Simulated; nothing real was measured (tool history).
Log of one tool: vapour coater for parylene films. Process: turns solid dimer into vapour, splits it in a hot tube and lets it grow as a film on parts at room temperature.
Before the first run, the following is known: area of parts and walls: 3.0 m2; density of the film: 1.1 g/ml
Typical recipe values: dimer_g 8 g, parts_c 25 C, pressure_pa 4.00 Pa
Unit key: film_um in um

run	hour	dimer_g	parts_c	pressure_pa	film_um
1	0.0	8	25	4.00	1.47
# hour 43.3: table's thermometer calibrated
2	62.7	8	25	4.00	1.35
3	116.6	8	32	4.00	0.98
4	181.6	8	25	4.00	1.31
5	218.0	8	25	4.00	1.32
6	294.0	8	25	4.00	1.33
7	354.5	8	25	4.00	1.30
8	405.2	8	25	4.00	1.28
9	483.0	8	25	4.00	1.24
10	543.9	8	25	4.00	1.29
# hour 554.4: trap's valve overhauled
11	604.3	8	21	4.00	1.39
12	658.0	8	25	4.00	1.10
13	705.3	8	25	4.00	1.14
14	748.5	8	25	2.94	1.15
15	800.5	8	25	2.94	1.12
16	847.7	8	25	4.28	1.06
17	900.5	14	35	5.91	1.11
# hour 923.7: trap's valve overhauled, once more
18	959.1	6	25	4.42	1.04
19	1021.3	6	25	4.42	1.02
20	1058.2	6	25	4.42	1.02
21	1113.6	6	25	4.42	1.01
22	1177.5	8	25	8.57	1.29
23	1238.9	8	25	4.13	1.35
24	1322.3	3	25	10.15	0.44
25	1384.3	4	29	4.83	0.52
26	1438.3	5	32	2.61	0.62
# hour 1506.6: trap's valve overhauled
27	1520.5	5	32	2.61	0.70
28	1559.1	5	32	2.61	0.67
# hour 1585.1: table's thermometer calibrated
29	1623.5	4	25	3.54	0.70

For some of the steps in film_um from one run to the next: how much would appear even if the tool had no hidden state, given the settings, what came in and random variation, and how much remains for the hidden state plus any gauge scatter that the measured result and the result without hidden state don't share?
Hidden state present: vapour lost through the trap's worn valve, %; true temperature of the parts over the reading, C; drift of the gauge itself on film_um, %.
Run 2 -> 3: parts_c 25 -> 32. film_um -0.37 um: hidden state -0.01, all else -0.36.
Run 10 -> 11: parts_c 25 -> 21, trap's valve overhauled. film_um +0.10 um: hidden state -0.18, all else +0.28.
Run 17 -> 18: dimer_g 14 -> 6, parts_c 35 -> 25, pressure_pa 5.91 -> 4.42, trap's valve overhauled, once more. film_um -0.07 um: hidden state +0.36, all else -0.43.
Run 23 -> 24: dimer_g 8 -> 3, pressure_pa 4.13 -> 10.15. film_um -0.91 um: hidden state +0.03, all else -0.94.
